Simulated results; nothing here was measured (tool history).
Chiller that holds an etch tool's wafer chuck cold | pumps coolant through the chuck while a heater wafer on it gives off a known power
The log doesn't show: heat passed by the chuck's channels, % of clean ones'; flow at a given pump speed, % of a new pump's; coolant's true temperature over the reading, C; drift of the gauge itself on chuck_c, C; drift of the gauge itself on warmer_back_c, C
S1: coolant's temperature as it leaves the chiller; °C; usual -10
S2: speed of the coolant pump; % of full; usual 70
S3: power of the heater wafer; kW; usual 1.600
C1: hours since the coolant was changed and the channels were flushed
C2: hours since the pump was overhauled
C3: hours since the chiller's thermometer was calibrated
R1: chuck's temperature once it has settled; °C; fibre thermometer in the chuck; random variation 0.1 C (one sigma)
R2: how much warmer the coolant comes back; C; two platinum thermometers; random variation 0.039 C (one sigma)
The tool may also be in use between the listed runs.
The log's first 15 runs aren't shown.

run    hour   S1  S2     S3    C1    C2    C3     R1     R2
 16   641.7  -10  70  0.862  4031  1627  1548   -2.3   4.48
 17   674.1  -10  70  1.600  4064  1659  1580    4.6   8.38
 18   721.0   -6  74  1.500  4110  1706  1627    7.0   7.37
 19   752.5   -6  74  1.500  4142  1737  1659    7.1   7.46
 20   784.7   -6  74  1.500  4174  1770  1691    6.9   7.39
 21   835.3   -6  74  1.500  4225  1820  1742    7.0   7.42
 22   889.5   -6  74  1.500  4279  1874  1796    7.0   7.46
 23   929.4  -16  86  2.359  4319  1914  1836    1.9  10.01
 24   973.9  -16  66  2.359  4363  1959  1880    6.8  13.12
 25  1002.2  -16  66  2.359  4392  1987  1908    6.7  13.14
 26  1054.5  -20  85  1.282  4444  2039  1961  -10.4   5.52
 27  1101.8  -10  67  0.988  4491  2087  2008   -0.8   5.34
 28  1146.8   -4  94  1.730  4536  2132  2053    8.0   6.72
 29  1169.4  -19  94  1.730  4559  2154  2076   -7.0   6.69
 30  1192.2  -19  94  1.730  4582  2177  2098   -6.9   6.72
 31  1240.4   -3  89  0.804  4630  2225  2147    2.8   3.29
 32  1269.6   -3  87  0.804  4659  2255  2176    3.2   3.42
 33  1300.8   -1  82  0.804  4690  2286  2207    5.3   3.62

3 ways to go on from here, each from the tool as it stands after run 33. What would each give?
  A  1343.3  -16  95  0.804  4733  2328  2250   ?   ?
  B  1343.3   -1  74  0.804  4733  2328  2250   ?   ?
  C  1343.3   -2  82  0.804  4733  2328  2250   ?   ?

run     R1    R2
  A  -10.5  3.14
  B    6.0  3.96
  C    4.2  3.58
Without the tool's hidden state the same runs would have given:
run     R1    R2
  A  -10.5  3.14
  B    6.0  3.95
  C    4.2  3.58

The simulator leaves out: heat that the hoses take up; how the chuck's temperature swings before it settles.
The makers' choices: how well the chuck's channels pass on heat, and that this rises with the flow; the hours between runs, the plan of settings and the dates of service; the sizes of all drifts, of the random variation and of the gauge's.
